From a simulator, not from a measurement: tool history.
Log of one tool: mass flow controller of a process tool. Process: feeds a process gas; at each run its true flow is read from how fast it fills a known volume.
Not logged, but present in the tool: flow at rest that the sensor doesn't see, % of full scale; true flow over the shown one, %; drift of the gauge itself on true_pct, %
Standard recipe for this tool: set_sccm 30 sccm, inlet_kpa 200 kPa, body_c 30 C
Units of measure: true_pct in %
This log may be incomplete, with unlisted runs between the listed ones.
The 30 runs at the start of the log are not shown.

run    hour  set_sccm  inlet_kpa  body_c  hours of work since the controller was set to zero  hours of work since the controller was changed  true_pct
 31  6402.3        21        200      21                                                 981                                            7758     99.66
 32  6694.2        21        200      21                                                1166                                            7943     99.73
 33  6894.1        21        200      21                                                1293                                            8070     99.54
 34  7029.8        49        260      27                                                1379                                            8155     98.98
 35  7319.4        13        214      35                                                1562                                            8339     97.80
 36  7549.9        13        214      35                                                1708                                            8485     97.86
 37  7748.3        93        152      35                                                1833                                            8610     99.06
 38  7960.8        24        200      28                                                1968                                            8745     98.80
 39  8132.6        24        200      28                                                2077                                            8853     98.71

Predict the results of run 40:
 40  8409.3        24        151      24                                                2252                                            9029         ?

For run 40 the tool returned true_pct 99.49 %.
On a tool with no hidden condition, and with the same random variation, this run would have come out at true_pct 99.48 %.
